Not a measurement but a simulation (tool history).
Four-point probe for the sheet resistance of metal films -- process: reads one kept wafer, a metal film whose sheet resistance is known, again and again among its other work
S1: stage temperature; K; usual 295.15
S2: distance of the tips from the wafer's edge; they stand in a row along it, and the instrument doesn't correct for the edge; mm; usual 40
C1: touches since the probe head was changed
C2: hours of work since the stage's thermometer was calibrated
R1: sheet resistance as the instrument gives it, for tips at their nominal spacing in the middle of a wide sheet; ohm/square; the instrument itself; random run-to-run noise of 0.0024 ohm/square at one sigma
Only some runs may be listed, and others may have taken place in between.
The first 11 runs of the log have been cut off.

run   hour      S1  S2     C1    C2         R1
 12  160.6  298.15  40  11148  1800  11.826562
 13  175.2  298.15  40  11594  1809  11.824383
 14  188.4  298.15  40  11997  1818  11.831411
 15    205  301.15  40  12503  1829  11.793413
 16  219.9  295.15  40  12959  1839  11.866313
 17  241.1  295.15  40  13605  1852  11.862243
 18  255.7  295.15  40  14052  1862  11.863503
 19  270.6  295.15  51  14506  1871  11.862566
 20    280  302.15  38  14794  1878  11.784949
 21  298.8  295.15  38  15367  1890  11.860341
 22  309.2  293.15  11  15687  1897  11.910546
 23  318.2  293.15  10  15962  1902  11.913203
 24  327.3  293.15   6  16239  1908  11.958782
 25  347.4  293.15   6  16851  1921  11.952583
 26  358.8  293.15   6  17200  1929   11.95965
 27  372.6  293.15   6  17623  1938  11.955077
 28  391.1  294.15  55  18188  1950  11.874877
 29  400.1  301.15   8  18464  1956  11.833878
 30  413.8  301.15   8  18881  1965  11.831983
 31  430.2  292.15  70  19381  1975  11.901021
 32  440.7  297.15  40  19702  1982  11.836754
 33  456.4  301.15  33  20183  1992   11.79123
 34  474.8  301.15  33  20744  2004  11.794948
 35  485.8  295.15  13  21079  2012  11.878651
 36  502.2  301.15  57  21582  2022  11.791219

4 options for the next run, each taken on its own from the tool as it stands now. Forecast them:
  A  512.1  303.15   4  21884  2029   ?
  B  512.1  295.15  38  21884  2029   ?
  C  512.1  295.15  67  21884  2029   ?
  D  512.1  292.15  14  21884  2029   ?

run         R1
  A  11.927978
  B  11.864731
  C  11.862383
  D  11.912204
What these runs would have given with no unlogged condition in the tool:
run         R1
  A  11.927059
  B  11.863811
  C  11.861464
  D  11.911279
